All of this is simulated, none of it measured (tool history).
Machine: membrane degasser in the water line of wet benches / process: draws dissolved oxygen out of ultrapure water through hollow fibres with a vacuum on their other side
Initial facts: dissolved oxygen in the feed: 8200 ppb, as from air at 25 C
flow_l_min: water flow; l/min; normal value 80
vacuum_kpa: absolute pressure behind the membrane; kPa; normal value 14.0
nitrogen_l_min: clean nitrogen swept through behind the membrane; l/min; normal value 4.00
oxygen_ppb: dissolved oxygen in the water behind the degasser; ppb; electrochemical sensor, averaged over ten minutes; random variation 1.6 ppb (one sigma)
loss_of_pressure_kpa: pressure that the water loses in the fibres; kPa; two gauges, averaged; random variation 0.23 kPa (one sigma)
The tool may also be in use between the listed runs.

run 1 day=0.000 | flow_l_min=80 vacuum_kpa=14.0 nitrogen_l_min=4.00 | oxygen_ppb=461.0 loss_of_pressure_kpa=59.34
run 2 day=11.338 | flow_l_min=80 vacuum_kpa=14.0 nitrogen_l_min=4.00 | oxygen_ppb=461.6 loss_of_pressure_kpa=59.02
run 3 day=17.346 | flow_l_min=80 vacuum_kpa=14.0 nitrogen_l_min=4.00 | oxygen_ppb=460.6 loss_of_pressure_kpa=59.16
run 4 day=26.254 | flow_l_min=80 vacuum_kpa=14.0 nitrogen_l_min=4.00 | oxygen_ppb=463.5 loss_of_pressure_kpa=59.29
run 5 day=36.271 | flow_l_min=80 vacuum_kpa=14.0 nitrogen_l_min=4.00 | oxygen_ppb=463.2 loss_of_pressure_kpa=58.89
run 6 day=45.804 | flow_l_min=80 vacuum_kpa=14.0 nitrogen_l_min=4.00 | oxygen_ppb=465.7 loss_of_pressure_kpa=59.13
run 7 day=56.158 | flow_l_min=80 vacuum_kpa=14.0 nitrogen_l_min=4.00 | oxygen_ppb=464.5 loss_of_pressure_kpa=58.98
run 8 day=66.346 | flow_l_min=80 vacuum_kpa=14.0 nitrogen_l_min=4.00 | oxygen_ppb=465.7 loss_of_pressure_kpa=59.21
run 9 day=73.088 | flow_l_min=80 vacuum_kpa=14.0 nitrogen_l_min=4.00 | oxygen_ppb=464.5 loss_of_pressure_kpa=59.45
run 10 day=83.562 | flow_l_min=80 vacuum_kpa=31.9 nitrogen_l_min=5.56 | oxygen_ppb=879.2 loss_of_pressure_kpa=59.48
run 11 day=94.738 | flow_l_min=80 vacuum_kpa=31.9 nitrogen_l_min=5.56 | oxygen_ppb=875.9 loss_of_pressure_kpa=59.34
run 12 day=100.229 | flow_l_min=86 vacuum_kpa=19.9 nitrogen_l_min=1.69 | oxygen_ppb=1424.7 loss_of_pressure_kpa=63.65
-- day=104.667 seals of the vacuum lines changed
run 13 day=112.258 | flow_l_min=80 vacuum_kpa=9.7 nitrogen_l_min=3.39 | oxygen_ppb=330.9 loss_of_pressure_kpa=59.03
run 14 day=119.833 | flow_l_min=102 vacuum_kpa=9.7 nitrogen_l_min=11.20 | oxygen_ppb=151.4 loss_of_pressure_kpa=75.51
run 15 day=126.900 | flow_l_min=115 vacuum_kpa=14.0 nitrogen_l_min=6.68 | oxygen_ppb=427.3 loss_of_pressure_kpa=84.86
run 16 day=133.888 | flow_l_min=83 vacuum_kpa=10.0 nitrogen_l_min=11.14 | oxygen_ppb=125.9 loss_of_pressure_kpa=61.63
run 17 day=141.988 | flow_l_min=78 vacuum_kpa=17.0 nitrogen_l_min=9.22 | oxygen_ppb=279.1 loss_of_pressure_kpa=57.45

Difference, measured minus no-hidden-state, one row per run. Run-to-run variation is common to both terms; the gauge's own scatter need not be:
Hidden conditions of the tool in this case: membrane still open, %; true pressure behind the membrane over the reading, kPa; air that leaks in behind the membrane, l/min; drift of the gauge itself on oxygen_ppb, %; drift of the gauge itself on loss_of_pressure_kpa, %.
run=1 oxygen_ppb=+0.0
run=2 oxygen_ppb=+0.9
run=3 oxygen_ppb=+1.3
run=4 oxygen_ppb=+1.9
run=5 oxygen_ppb=+2.5
run=6 oxygen_ppb=+3.2
run=7 oxygen_ppb=+3.9
run=8 oxygen_ppb=+4.5
run=9 oxygen_ppb=+5.0
run=10 oxygen_ppb=+10.7
run=11 oxygen_ppb=+12.0
run=12 oxygen_ppb=+20.7
run=13 oxygen_ppb=+5.5
run=14 oxygen_ppb=+2.8
run=15 oxygen_ppb=+7.9
run=16 oxygen_ppb=+2.5
run=17 oxygen_ppb=+5.7
loss_of_pressure_kpa without the hidden state stays within 0.06 kPa of what was measured, in all runs.
